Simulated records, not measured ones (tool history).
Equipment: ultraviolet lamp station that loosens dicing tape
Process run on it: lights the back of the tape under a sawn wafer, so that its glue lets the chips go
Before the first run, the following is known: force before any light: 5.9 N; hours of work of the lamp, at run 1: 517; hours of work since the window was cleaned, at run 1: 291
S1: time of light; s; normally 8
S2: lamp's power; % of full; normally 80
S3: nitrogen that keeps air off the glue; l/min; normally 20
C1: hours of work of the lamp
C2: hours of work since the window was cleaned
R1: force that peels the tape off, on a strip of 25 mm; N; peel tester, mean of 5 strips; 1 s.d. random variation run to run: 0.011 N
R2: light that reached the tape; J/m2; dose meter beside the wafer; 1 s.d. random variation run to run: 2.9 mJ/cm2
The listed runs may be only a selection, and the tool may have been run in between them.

Run 1, hour 0.0: usual settings; C1 517; C2 291. Result: R1 0.741 N, R2 3210 J/m2.
At hour 10.9: window cleaned of glue's vapour.
Run 2, hour 65.5: usual settings but S1 12 s; C1 550; C2 27. Result: R1 0.313 N, R2 5300 J/m2.
Run 3, hour 110.9: usual settings but S1 12 s; C1 572; C2 50. Result: R1 0.316 N, R2 5220 J/m2.
Run 4, hour 179.1: usual settings but S1 12 s; C1 606; C2 83. Result: R1 0.311 N, R2 5150 J/m2.
Run 5, hour 256.2: usual settings but S1 12 s; C1 644; C2 121. Result: R1 0.313 N, R2 5020 J/m2.
Run 6, hour 296.1: usual settings; C1 664; C2 141. Result: R1 0.683 N, R2 3310 J/m2.
Run 7, hour 363.3: usual settings; C1 697; C2 174. Result: R1 0.729 N, R2 3230 J/m2.
Run 8, hour 432.6: usual settings; C1 731; C2 209. Result: R1 0.747 N, R2 3150 J/m2.
Run 9, hour 498.0: usual settings; C1 764; C2 241. Result: R1 0.791 N, R2 3090 J/m2.
Run 10, hour 567.7: usual settings; C1 798; C2 276. Result: R1 0.822 N, R2 3060 J/m2.
At hour 607.7: window cleaned of glue's vapour.
Run 11, hour 631.1: usual settings but S1 4 s, S2 100 % of full, S3 9 l/min; C1 829; C2 12. Result: R1 2.043 N, R2 2030 J/m2.
Run 12, hour 712.0: usual settings but S1 4 s, S2 66 % of full, S3 16 l/min; C1 869; C2 52. Result: R1 2.500 N, R2 1300 J/m2.
Run 13, hour 786.5: usual settings but S1 6 s; C1 906; C2 89. Result: R1 1.185 N, R2 2320 J/m2.
Run 14, hour 860.6: usual settings but S1 6 s; C1 943; C2 125. Result: R1 1.267 N, R2 2340 J/m2.
Run 15, hour 913.9: usual settings but S1 7 s, S2 68 % of full; C1 969; C2 152. Result: R1 1.317 N, R2 2250 J/m2.
Run 16, hour 963.7: usual settings but S1 16 s, S2 65 % of full, S3 25 l/min; C1 994; C2 176. Result: R1 0.321 N, R2 4780 J/m2.
Run 17, hour 1016.1: usual settings but S1 16 s, S2 65 % of full, S3 25 l/min; C1 1020; C2 202. Result: R1 0.329 N, R2 4720 J/m2.
Run 18, hour 1066.1: usual settings but S1 4 s, S2 65 % of full, S3 36 l/min; C1 1045; C2 227. Result: R1 2.336 N, R2 1150 J/m2.
Run 19, hour 1134.9: usual settings but S1 4 s, S2 65 % of full, S3 36 l/min; C1 1079; C2 261. Result: R1 2.321 N, R2 1210 J/m2.

For each run, the measured value with the value that run would have given without the tool's hidden condition subtracted. The run-to-run variation is shared by both, the gauge scatter possibly not:
Hidden state at play: lamp's light, % of a new lamp's; light that the window lets through, % of a clean one's; drift of the gauge itself on peel_n, %; drift of the gauge itself on dose_mj_cm2, %.
run      R1     R2
  1  +0.271   -880
  2  +0.053   -810
  3  +0.061   -890
  4  +0.069   -990
  5  +0.079  -1120
  6  +0.222   -780
  7  +0.254   -850
  8  +0.280   -930
  9  +0.311  -1000
 10  +0.346  -1070
 11  +0.445   -480
 12  +0.500   -360
 13  +0.408   -710
 14  +0.467   -770
 15  +0.500   -800
 16  +0.101  -1820
 17  +0.108  -1920
 18  +0.742   -500
 19  +0.772   -530
